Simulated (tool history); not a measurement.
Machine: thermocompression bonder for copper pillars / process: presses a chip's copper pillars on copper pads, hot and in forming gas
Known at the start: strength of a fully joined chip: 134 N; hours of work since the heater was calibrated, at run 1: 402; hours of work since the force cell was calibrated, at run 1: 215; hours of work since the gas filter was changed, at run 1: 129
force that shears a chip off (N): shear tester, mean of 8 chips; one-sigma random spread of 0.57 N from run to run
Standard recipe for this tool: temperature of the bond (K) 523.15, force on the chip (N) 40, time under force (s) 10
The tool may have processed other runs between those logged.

run   hour  temperature of the bond (K)  force on the chip (N)  time under force (s)  hours of work since the heater was calibrated  hours of work since the force cell was calibrated  hours of work since the gas filter was changed  force that shears a chip off (N)
  1    0.0                       523.15                     40                    10                                            402                                                215                                             129                              77.1
  2   26.6                       523.15                     40                    10                                            417                                                231                                             144                              77.1
  3   62.0                       523.15                     40                    10                                            438                                                252                                             165                              77.6
  4   94.8                       523.15                     37                    10                                            458                                                271                                             185                              73.0
  5  111.1                       523.15                     40                    10                                            467                                                281                                             194                              78.1
  6  149.7                       523.15                     40                    10                                            490                                                304                                             217                              76.6
  7  175.9                       523.15                     40                    10                                            506                                                319                                             233                              75.7
  8  197.1                       537.15                     40                    15                                            518                                                332                                             245                             101.5
  9  235.9                       537.15                     40                    15                                            541                                                355                                             268                             100.7
 10  263.5                       537.15                     40                    15                                            558                                                371                                             284                             101.0
 11  292.8                       523.15                     50                    10                                            575                                                388                                             302                              85.6
     309.7  -- forming gas filter changed
 12  328.2                       537.15                     40                    10                                            595                                                409                                              11                              92.9
 13  354.9                       537.15                     40                    10                                            611                                                425                                              27                              94.5
 14  384.9                       531.15                     45                    10                                            629                                                443                                              45                              91.9

Branching from run 14: 4 alternative next runs. What would each branch give?
  A  419.6                       524.15                     40                    14                                            650                                                463                                              65                                 ?
  B  419.6                       531.15                     49                    10                                            650                                                463                                              65                                 ?
  C  419.6                       550.15                     53                     9                                            650                                                463                                              65                                 ?
  D  419.6                       517.15                     40                    17                                            650                                                463                                              65                                 ?

run  force that shears a chip off (N)
  A                              86.8
  B                              96.2
  C                             115.4
  D                              82.8
Had the tool no hidden state, the same runs would have come out as:
run  force that shears a chip off (N)
  A                              91.0
  B                             100.1
  C                             118.3
  D                              87.0

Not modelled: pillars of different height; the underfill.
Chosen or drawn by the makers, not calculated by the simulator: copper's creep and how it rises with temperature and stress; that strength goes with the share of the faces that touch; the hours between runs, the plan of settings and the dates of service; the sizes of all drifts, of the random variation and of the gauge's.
